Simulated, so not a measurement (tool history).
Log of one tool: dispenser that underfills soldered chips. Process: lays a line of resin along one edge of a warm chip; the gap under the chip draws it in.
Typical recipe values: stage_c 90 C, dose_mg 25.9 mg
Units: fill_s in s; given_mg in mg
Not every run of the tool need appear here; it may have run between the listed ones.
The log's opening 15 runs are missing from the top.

At hour 91.2: new syringe of resin.
Run 16, hour 94.9: usual settings but stage_c 77 C. Result: fill_s 422.0 s, given_mg 25.35 mg.
Run 17, hour 99.0: usual settings but stage_c 77 C. Result: fill_s 493.7 s, given_mg 25.39 mg.
At hour 105.1: dispensing valve cleaned and set on the balance.
Run 18, hour 105.9: usual settings but stage_c 77 C. Result: fill_s 639.0 s, given_mg 25.91 mg.
At hour 107.9: new syringe of resin.
Run 19, hour 113.2: usual settings but dose_mg 30.6 mg. Result: fill_s 301.0 s, given_mg 30.45 mg.
Run 20, hour 120.9: usual settings but stage_c 87 C, dose_mg 23.1 mg. Result: fill_s 479.5 s, given_mg 23.02 mg.
At hour 123.5: new syringe of resin.
Run 21, hour 126.2: usual settings but stage_c 78 C, dose_mg 31.7 mg. Result: fill_s 373.7 s, given_mg 31.64 mg.
Run 22, hour 132.1: usual settings but stage_c 94 C, dose_mg 32.2 mg. Result: fill_s 299.9 s, given_mg 31.96 mg.
Run 23, hour 136.5: usual settings but stage_c 80 C, dose_mg 32.2 mg. Result: fill_s 548.9 s, given_mg 31.99 mg.
At hour 138.9: new syringe of resin.
Run 24, hour 141.2: usual settings but stage_c 85 C, dose_mg 31.2 mg. Result: fill_s 303.0 s, given_mg 30.88 mg.
Run 25, hour 144.7: usual settings but stage_c 86 C, dose_mg 22.5 mg. Result: fill_s 368.5 s, given_mg 22.28 mg.
Run 26, hour 148.8: usual settings but stage_c 94 C, dose_mg 31.1 mg. Result: fill_s 323.0 s, given_mg 30.81 mg.
Run 27, hour 152.8: usual settings but stage_c 94 C, dose_mg 31.1 mg. Result: fill_s 381.6 s, given_mg 30.61 mg.
At hour 154.7: new syringe of resin.
Run 28, hour 156.6: usual settings but stage_c 97 C, dose_mg 24.6 mg. Result: fill_s 225.2 s, given_mg 24.34 mg.
Run 29, hour 164.7: usual settings but stage_c 96 C, dose_mg 32.2 mg. Result: fill_s 296.1 s, given_mg 31.82 mg.
At hour 170.4: new syringe of resin.
Run 30, hour 170.4: usual settings but stage_c 79 C, dose_mg 30.2 mg. Result: fill_s 328.0 s, given_mg 29.82 mg.
Run 31, hour 177.8: usual settings but stage_c 77 C, dose_mg 23.6 mg. Result: fill_s 503.3 s, given_mg 23.19 mg.
Run 32, hour 182.0: usual settings but stage_c 101 C, dose_mg 33.4 mg. Result: fill_s 283.1 s, given_mg 32.66 mg.
At hour 186.0: new syringe of resin.
At hour 188.0: dispensing valve cleaned and set on the balance.
Run 33, hour 191.2: usual settings but stage_c 96 C, dose_mg 30.9 mg. Result: fill_s 236.2 s, given_mg 30.98 mg.
Run 34, hour 195.3: usual settings but stage_c 96 C, dose_mg 23.1 mg. Result: fill_s 300.1 s, given_mg 23.03 mg.
At hour 202.5: new syringe of resin.
Run 35, hour 202.6: usual settings but stage_c 96 C, dose_mg 23.1 mg. Result: fill_s 221.2 s, given_mg 22.95 mg.

5 ways to go on from here, each from the tool as it stands after run 35. What would each give?
Run A, hour 210.7: usual settings but stage_c 93 C, dose_mg 27.9 mg. Result: fill_s ?, given_mg ?.
Run B, hour 210.7: usual settings but stage_c 75 C, dose_mg 27.3 mg. Result: fill_s ?, given_mg ?.
Run C, hour 210.7: usual settings but stage_c 88 C, dose_mg 28.5 mg. Result: fill_s ?, given_mg ?.
Run D, hour 210.7: usual settings but stage_c 102 C. Result: fill_s ?, given_mg ?.
Run E, hour 210.7: usual settings but dose_mg 28.3 mg. Result: fill_s ?, given_mg ?.

run  fill_s  given_mg
  A   320.7     27.74
  B   546.5     27.11
  C   354.7     28.44
  D   251.9     25.70
  E   342.3     28.03
Had the tool no hidden state, the same runs would have come out as:
run  fill_s  given_mg
  A   215.1     27.90
  B   364.7     27.26
  C   237.9     28.59
  D   169.5     25.84
  E   229.8     28.19
